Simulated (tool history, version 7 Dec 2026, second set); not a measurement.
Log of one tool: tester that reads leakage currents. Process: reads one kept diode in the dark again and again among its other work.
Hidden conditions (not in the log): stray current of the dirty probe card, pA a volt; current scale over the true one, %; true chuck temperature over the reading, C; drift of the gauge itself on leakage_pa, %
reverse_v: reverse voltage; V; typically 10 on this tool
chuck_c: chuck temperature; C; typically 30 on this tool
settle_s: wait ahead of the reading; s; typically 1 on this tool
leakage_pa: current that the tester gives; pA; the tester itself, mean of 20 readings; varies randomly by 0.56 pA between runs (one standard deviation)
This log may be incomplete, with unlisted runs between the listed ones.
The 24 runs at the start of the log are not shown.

run,hour,reverse_v,chuck_c,settle_s,hours of work since the probe card was cleaned,hours of work since the tester was calibrated,hours of work since the chuck was calibrated,leakage_pa
# hour 2656: chuck's temperature calibrated
25,2656,10,29,1,2207,3805,0,172.99
26,2810,1.2,30,0.48,2277,3875,70,52.86
27,2904.7,2.7,24,7.98,2320,3918,113,53.42
28,2996.4,2.7,24,7.98,2362,3959,155,53.62
29,3075.2,2.7,24,7.98,2397,3995,191,53.73
30,3151.7,2.7,22,3.2,2432,4030,225,46.25
31,3273.2,2.7,22,3.2,2487,4085,281,46.52
32,3348.2,1.1,30,1,2522,4119,315,50.64
# hour 3369.6: tester calibrated
33,3482.1,8.6,26,2.62,2582,51,375,127.63

Consider 4 possible next runs. They are alternatives, not a sequence: every one starts from the tool as it was left by run 33. What does each give?
A,3560.5,10,27,1,2617,87,410,?
B,3560.5,2.5,26,6.11,2617,87,410,?
C,3560.5,2.2,23,3.22,2617,87,410,?
D,3560.5,15.4,22,1,2617,87,410,?

run,leakage_pa
A,154.4
B,60.61
C,44.69
D,138.4
Stripped of hidden state, with their random variation kept, the same runs would have yielded:
run,leakage_pa
A,148.03
B,58.45
C,42.99
D,130.94
